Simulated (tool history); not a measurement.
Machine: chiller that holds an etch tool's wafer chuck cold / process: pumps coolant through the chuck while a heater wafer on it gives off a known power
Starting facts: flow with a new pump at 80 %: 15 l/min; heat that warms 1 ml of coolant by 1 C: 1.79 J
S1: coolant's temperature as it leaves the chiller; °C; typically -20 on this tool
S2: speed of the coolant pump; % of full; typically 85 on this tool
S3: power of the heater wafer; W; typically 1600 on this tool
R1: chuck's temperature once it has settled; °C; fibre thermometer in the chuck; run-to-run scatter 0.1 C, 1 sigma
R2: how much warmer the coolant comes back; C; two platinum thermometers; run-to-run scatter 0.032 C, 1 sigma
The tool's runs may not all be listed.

Run 1, day 0: usual settings. Result: R1 -4.2 °C, R2 3.7 C.
Run 2, day 2.733: usual settings. Result: R1 -4.2 °C, R2 3.69 C.
Run 3, day 8.438: usual settings. Result: R1 -4.1 °C, R2 3.75 C.
Run 4, day 12.721: usual settings. Result: R1 -3.9 °C, R2 3.79 C.
Run 5, day 18.483: usual settings. Result: R1 -4 °C, R2 3.79 C.
Run 6, day 21.738: usual settings but S1 -11 °C. Result: R1 5.3 °C, R2 3.75 C.
Run 7, day 25.946: usual settings. Result: R1 -3.7 °C, R2 3.84 C.
Run 8, day 31.883: usual settings. Result: R1 -3.7 °C, R2 3.78 C.
Run 9, day 34.858: usual settings. Result: R1 -3.4 °C, R2 3.83 C.
Run 10, day 37.904: usual settings. Result: R1 -3.4 °C, R2 3.85 C.
At day 38.888: chiller's thermometer calibrated.
Run 11, day 41.058: usual settings. Result: R1 -4.3 °C, R2 3.88 C.
Run 12, day 46.658: usual settings but S2 66 % of full. Result: R1 -1.8 °C, R2 5.01 C.
Run 13, day 51.317: usual settings but S2 66 % of full. Result: R1 -1.7 °C, R2 4.95 C.
Run 14, day 56.854: usual settings but S2 66 % of full. Result: R1 -1.7 °C, R2 5.05 C.
Run 15, day 59.417: usual settings but S2 66 % of full. Result: R1 -1.6 °C, R2 5.02 C.
Run 16, day 63.55: usual settings but S2 66 % of full. Result: R1 -1.6 °C, R2 5.11 C.
Run 17, day 68.304: usual settings but S1 -14 °C, S2 70 % of full. Result: R1 3.9 °C, R2 4.8 C.
Run 18, day 74.029: usual settings but S1 -14 °C, S2 73 % of full, S3 1273 W. Result: R1 -0.1 °C, R2 3.75 C.
At day 75.962: coolant pump overhauled.
Run 19, day 77.925: usual settings but S1 -14 °C, S2 73 % of full, S3 1273 W. Result: R1 -1 °C, R2 3.16 C.
Run 20, day 81.279: usual settings but S1 -17 °C, S2 73 % of full, S3 1878 W. Result: R1 2.4 °C, R2 4.63 C.
Run 21, day 86.35: usual settings but S2 61 % of full. Result: R1 -1.9 °C, R2 4.76 C.
Run 22, day 89.133: usual settings but S1 -30 °C, S2 98 % of full, S3 974 W. Result: R1 -21.1 °C, R2 1.81 C.
Run 23, day 93.962: usual settings but S1 -21 °C, S2 69 % of full, S3 1903 W. Result: R1 -0.7 °C, R2 5.05 C.
Run 24, day 97.092: usual settings but S1 -29 °C, S2 75 % of full. Result: R1 -12.7 °C, R2 3.92 C.
Run 25, day 100.675: usual settings but S1 -23 °C, S2 71 % of full, S3 1073 W. Result: R1 -11.6 °C, R2 2.76 C.
Run 26, day 104.367: usual settings but S1 -15 °C, S3 1457 W. Result: R1 -0.7 °C, R2 3.18 C.
Run 27, day 108.483: usual settings but S1 -29 °C, S2 75 % of full, S3 1762 W. Result: R1 -10.6 °C, R2 4.31 C.
Run 28, day 112.054: usual settings but S1 -12 °C. Result: R1 4 °C, R2 3.46 C.
Run 29, day 114.696: usual settings but S1 -12 °C, S2 86 % of full, S3 1308 W. Result: R1 0.9 °C, R2 2.74 C.
Run 30, day 118.492: usual settings but S1 -12 °C, S2 86 % of full, S3 1308 W. Result: R1 0.9 °C, R2 2.84 C.
Run 31, day 123.429: usual settings but S1 -17 °C, S2 67 % of full, S3 2137 W. Result: R1 7.1 °C, R2 5.99 C.
Run 32, day 126.392: usual settings but S1 -17 °C, S2 67 % of full, S3 2137 W. Result: R1 7.1 °C, R2 5.95 C.

4 options for the next run, each taken on its own from the tool as it stands now. Forecast them:
Run A, day 132.367: usual settings but S2 60 % of full, S3 1226 W. Result: R1 ?, R2 ?.
Run B, day 132.367: usual settings but S2 63 % of full, S3 1461 W. Result: R1 ?, R2 ?.
Run C, day 132.367: usual settings but S1 -10 °C, S2 82 % of full, S3 2137 W. Result: R1 ?, R2 ?.
Run D, day 132.367: usual settings but S1 -14 °C, S2 69 % of full, S3 1132 W. Result: R1 ?, R2 ?.

run    R1    R2
  A  -5.2   3.9
  B  -2.7  4.36
  C    12  4.93
  D  -1.1  3.11
Stripped of hidden state, with their random variation kept, the same runs would have yielded:
run    R1    R2
  A  -7.2  3.68
  B  -5.1  4.12
  C     9  4.65
  D  -2.9  2.93

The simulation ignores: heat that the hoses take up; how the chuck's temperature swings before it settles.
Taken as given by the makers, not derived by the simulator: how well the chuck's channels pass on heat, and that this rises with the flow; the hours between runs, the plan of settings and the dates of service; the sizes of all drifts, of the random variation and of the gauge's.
